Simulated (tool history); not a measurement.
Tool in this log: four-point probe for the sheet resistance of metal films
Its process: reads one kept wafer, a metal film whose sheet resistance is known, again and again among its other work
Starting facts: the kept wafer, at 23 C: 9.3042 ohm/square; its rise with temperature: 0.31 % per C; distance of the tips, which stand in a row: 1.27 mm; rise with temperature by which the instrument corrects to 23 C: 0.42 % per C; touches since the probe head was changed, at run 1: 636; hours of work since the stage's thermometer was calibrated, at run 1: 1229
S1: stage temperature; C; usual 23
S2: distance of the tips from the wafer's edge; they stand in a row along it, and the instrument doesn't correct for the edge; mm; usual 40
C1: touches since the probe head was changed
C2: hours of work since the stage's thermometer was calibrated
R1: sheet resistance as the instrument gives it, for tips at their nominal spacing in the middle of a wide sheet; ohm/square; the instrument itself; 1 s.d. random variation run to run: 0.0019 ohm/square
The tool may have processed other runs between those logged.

run	hour	S1	S2	C1	C2	R1
1	0.0	23	40	636	1229	9.334379
2	12.9	23	40	885	1237	9.336322
3	33.1	23	40	1273	1249	9.336857
4	48.1	23	40	1561	1258	9.335958
5	57.0	20	40	1732	1264	9.369756
6	76.1	20	40	2097	1276	9.371096
7	85.9	20	40	2286	1282	9.368527
8	95.3	19	40	2468	1287	9.379558
9	113.5	23	40	2817	1298	9.338468
10	126.4	23	40	3065	1306	9.336553
11	146.4	23	40	3449	1319	9.335774
12	160.9	23	40	3726	1327	9.337161
13	173.8	23	40	3974	1335	9.339780
14	189.4	23	3	4275	1345	10.149110
15	209.3	23	3	4658	1357	10.152112
16	224.8	23	3	4955	1366	10.149796
17	239.0	31	3	5228	1375	10.063339
18	249.6	31	3	5431	1382	10.062775
19	268.0	31	3	5784	1393	10.060712
20	282.1	31	3	6056	1402	10.064715
21	301.0	31	3	6419	1413	10.061009
22	315.9	31	3	6704	1422	10.061172
23	331.6	20	3	7007	1432	10.185710
24	345.9	23	5	7280	1440	9.648302
25	363.4	29	5	7616	1451	9.587464
26	380.3	24	3	7942	1462	10.138152
27	391.5	24	3	8156	1468	10.139922
28	410.6	23	32	8523	1480	9.343098
29	430.3	23	32	8903	1492	9.345868
# hour 431.9: stage's thermometer calibrated
30	450.6	23	32	9282	11	9.350913
31	468.6	23	32	9628	22	9.350031
32	486.7	18	32	9977	34	9.405461
33	506.5	18	32	10356	46	9.404673
34	526.8	18	32	10747	58	9.406767
35	539.0	18	32	10980	65	9.402469
# hour 541.2: stage's thermometer calibrated, once more
36	551.7	32	5	11216	6	9.548370
37	571.3	32	33	11591	18	9.246751
38	580.0	32	19	11760	24	9.262557
39	595.9	32	19	12064	33	9.263312
40	608.0	29	8	12297	41	9.393720
41	626.1	34	13	12645	52	9.269334
42	641.5	22	41	12940	61	9.346445
43	660.6	21	4	13308	73	9.833526
44	675.1	28	40	13585	82	9.285918
45	686.4	33	75	13803	89	9.236581
46	698.3	23	7	14030	96	9.499003

Forecast each of these 3 alternatives for the next run:
A	709.0	27	19	14238	103	?
B	709.0	23	7	14238	103	?
C	709.0	25	6	14238	103	?

run	R1
A	9.312035
B	9.493657
C	9.535943
Without the tool's unlogged condition, the same runs would have read:
run	R1
A	9.283219
B	9.464289
C	9.506470

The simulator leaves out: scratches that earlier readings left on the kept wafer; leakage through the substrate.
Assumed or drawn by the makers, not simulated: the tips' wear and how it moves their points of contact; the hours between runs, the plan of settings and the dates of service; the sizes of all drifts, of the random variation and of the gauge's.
